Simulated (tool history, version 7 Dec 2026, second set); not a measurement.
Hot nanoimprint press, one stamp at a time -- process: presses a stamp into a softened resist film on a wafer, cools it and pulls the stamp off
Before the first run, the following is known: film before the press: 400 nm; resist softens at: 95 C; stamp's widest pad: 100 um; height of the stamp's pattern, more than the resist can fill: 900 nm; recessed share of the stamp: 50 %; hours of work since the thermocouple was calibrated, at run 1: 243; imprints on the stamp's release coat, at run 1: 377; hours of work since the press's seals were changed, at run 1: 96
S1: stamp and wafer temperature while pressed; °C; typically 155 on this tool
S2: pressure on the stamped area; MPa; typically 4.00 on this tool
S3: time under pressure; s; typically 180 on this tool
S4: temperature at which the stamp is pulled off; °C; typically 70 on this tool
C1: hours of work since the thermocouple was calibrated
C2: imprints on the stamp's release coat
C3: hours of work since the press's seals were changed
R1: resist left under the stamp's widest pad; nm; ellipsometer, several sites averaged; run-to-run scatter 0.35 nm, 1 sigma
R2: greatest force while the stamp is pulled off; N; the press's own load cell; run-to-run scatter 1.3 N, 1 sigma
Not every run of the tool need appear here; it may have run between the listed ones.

{"run": 1, "hour": 0.0, "S1": 155, "S2": 4.0, "S3": 180, "S4": 70, "C1": 243, "C2": 377, "C3": 96, "R1": 210.1, "R2": 238}
{"run": 2, "hour": 13.4, "S1": 155, "S2": 4.0, "S3": 180, "S4": 70, "C1": 250, "C2": 426, "C3": 103, "R1": 209.8, "R2": 238}
{"run": 3, "hour": 26.3, "S1": 155, "S2": 4.0, "S3": 180, "S4": 70, "C1": 257, "C2": 473, "C3": 109, "R1": 209.8, "R2": 240}
{"run": 4, "hour": 40.6, "S1": 155, "S2": 4.0, "S3": 180, "S4": 70, "C1": 264, "C2": 526, "C3": 117, "R1": 209.6, "R2": 243}
{"hour": 49.6, "done": "stamp cleaned and given a new release coat"}
{"run": 5, "hour": 59.9, "S1": 155, "S2": 4.43, "S3": 180, "S4": 70, "C1": 271, "C2": 37, "C3": 123, "R1": 201.7, "R2": 223}
{"run": 6, "hour": 75.5, "S1": 155, "S2": 4.0, "S3": 180, "S4": 70, "C1": 279, "C2": 95, "C3": 131, "R1": 209.1, "R2": 225}
{"run": 7, "hour": 94.5, "S1": 155, "S2": 4.0, "S3": 179, "S4": 70, "C1": 289, "C2": 164, "C3": 141, "R1": 209.8, "R2": 225}
{"run": 8, "hour": 108.2, "S1": 155, "S2": 4.0, "S3": 179, "S4": 70, "C1": 296, "C2": 215, "C3": 148, "R1": 209.4, "R2": 229}
{"run": 9, "hour": 124.0, "S1": 155, "S2": 4.0, "S3": 179, "S4": 70, "C1": 304, "C2": 273, "C3": 156, "R1": 209.3, "R2": 233}
{"run": 10, "hour": 139.2, "S1": 155, "S2": 4.0, "S3": 180, "S4": 70, "C1": 311, "C2": 328, "C3": 164, "R1": 208.7, "R2": 231}
{"run": 11, "hour": 149.2, "S1": 155, "S2": 4.0, "S3": 180, "S4": 70, "C1": 317, "C2": 365, "C3": 169, "R1": 208.4, "R2": 234}
{"run": 12, "hour": 160.3, "S1": 155, "S2": 2.53, "S3": 180, "S4": 70, "C1": 322, "C2": 406, "C3": 175, "R1": 243.9, "R2": 237}
{"run": 13, "hour": 175.6, "S1": 155, "S2": 2.53, "S3": 180, "S4": 70, "C1": 330, "C2": 462, "C3": 183, "R1": 244.0, "R2": 242}
{"run": 14, "hour": 190.4, "S1": 155, "S2": 2.53, "S3": 180, "S4": 70, "C1": 338, "C2": 516, "C3": 190, "R1": 243.8, "R2": 241}
{"hour": 201.9, "done": "stamp cleaned and given a new release coat"}
{"run": 15, "hour": 207.1, "S1": 155, "S2": 2.53, "S3": 180, "S4": 70, "C1": 343, "C2": 19, "C3": 196, "R1": 243.1, "R2": 220}
{"run": 16, "hour": 222.9, "S1": 155, "S2": 4.0, "S3": 103, "S4": 70, "C1": 351, "C2": 77, "C3": 204, "R1": 250.6, "R2": 222}
{"run": 17, "hour": 241.8, "S1": 155, "S2": 4.0, "S3": 103, "S4": 70, "C1": 361, "C2": 146, "C3": 213, "R1": 250.2, "R2": 226}
{"hour": 247.9, "done": "plate thermocouple calibrated"}
{"run": 18, "hour": 258.9, "S1": 161, "S2": 4.0, "S3": 162, "S4": 70, "C1": 6, "C2": 197, "C3": 221, "R1": 165.6, "R2": 232}
{"run": 19, "hour": 277.9, "S1": 149, "S2": 5.88, "S3": 182, "S4": 64, "C1": 15, "C2": 267, "C3": 230, "R1": 250.6, "R2": 268}
{"run": 20, "hour": 295.5, "S1": 159, "S2": 2.6, "S3": 182, "S4": 64, "C1": 24, "C2": 332, "C3": 239, "R1": 206.1, "R2": 271}
{"run": 21, "hour": 312.2, "S1": 155, "S2": 4.0, "S3": 321, "S4": 61, "C1": 33, "C2": 393, "C3": 248, "R1": 172.0, "R2": 293}
{"run": 22, "hour": 326.9, "S1": 157, "S2": 4.0, "S3": 299, "S4": 78, "C1": 40, "C2": 447, "C3": 255, "R1": 158.6, "R2": 195}
{"run": 23, "hour": 340.3, "S1": 157, "S2": 4.0, "S3": 299, "S4": 78, "C1": 47, "C2": 496, "C3": 262, "R1": 158.4, "R2": 197}
{"hour": 356.8, "done": "stamp cleaned and given a new release coat"}
{"run": 24, "hour": 362.3, "S1": 143, "S2": 4.0, "S3": 107, "S4": 70, "C1": 55, "C2": 20, "C3": 271, "R1": 358.0, "R2": 223}
{"run": 25, "hour": 372.6, "S1": 154, "S2": 4.0, "S3": 107, "S4": 76, "C1": 61, "C2": 58, "C3": 276, "R1": 264.0, "R2": 194}
{"run": 26, "hour": 386.9, "S1": 162, "S2": 4.14, "S3": 305, "S4": 76, "C1": 68, "C2": 110, "C3": 283, "R1": 116.2, "R2": 195}

Run 27, settings as shown, results not yet in. Your forecast:
{"run": 27, "hour": 404.5, "S1": 155, "S2": 4.0, "S3": 117, "S4": 70, "C1": 77, "C2": 175, "C3": 292, "R1": "?", "R2": "?"}

{"run 27": {"R1": 246.7, "R2": 230}}
Had the tool carried no hidden state, the very same run would have given R1 246.6 nm, R2 223 N.
